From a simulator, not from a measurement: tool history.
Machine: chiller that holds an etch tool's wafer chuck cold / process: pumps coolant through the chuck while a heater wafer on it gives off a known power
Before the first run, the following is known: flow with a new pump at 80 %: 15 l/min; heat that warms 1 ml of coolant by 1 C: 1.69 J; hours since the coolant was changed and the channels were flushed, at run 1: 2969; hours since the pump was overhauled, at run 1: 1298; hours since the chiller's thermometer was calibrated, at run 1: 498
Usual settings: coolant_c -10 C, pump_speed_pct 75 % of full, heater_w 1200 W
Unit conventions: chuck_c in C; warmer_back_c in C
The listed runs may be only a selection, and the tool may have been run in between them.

run,day,coolant_c,pump_speed_pct,heater_w,hours since the coolant was changed and the channels were flushed,hours since the pump was overhauled,hours since the chiller's thermometer was calibrated,chuck_c,warmer_back_c
1,0.000,-10,75,1200,2969,1298,498,-0.6,3.05
2,2.296,-10,75,1200,3024,1353,553,-0.7,3.05
3,4.954,-10,75,1200,3088,1417,617,-0.7,3.04
4,7.604,-10,75,797,3151,1480,681,-3.9,2.01
5,9.033,-10,75,1200,3186,1515,715,-1.0,3.03
6,11.933,-10,75,1200,3255,1584,785,-0.9,3.04
7,13.938,-10,75,1200,3303,1632,833,-0.7,3.01
8,16.371,-10,75,1200,3362,1691,891,-0.7,3.07
9,19.204,-10,75,1200,3430,1759,959,-0.7,3.04
10,21.708,-1,75,1200,3490,1819,1019,8.3,3.12
11,24.183,-1,66,1200,3549,1878,1079,9.4,3.55
12,27.342,-10,75,1200,3625,1954,1154,-0.9,3.04
13,29.638,-10,75,1200,3680,2009,1210,-0.7,2.99
14,31.504,-10,75,1200,3725,2054,1254,-0.8,3.07
15,34.058,-10,75,1200,3786,2115,1316,-0.7,3.05
16,35.596,-5,86,810,3823,2152,1353,0.5,1.80
17,38.721,-6,88,1200,3898,2227,1428,2.1,2.55

Forecast run 18:
18,42.071,-9,63,1200,3979,2307,1508,?,?

chuck_c: 1.9 C
warmer_back_c: 3.72 C
Had the tool carried no hidden state, the very same run would have given chuck_c 1.9 C, warmer_back_c 3.71 C.
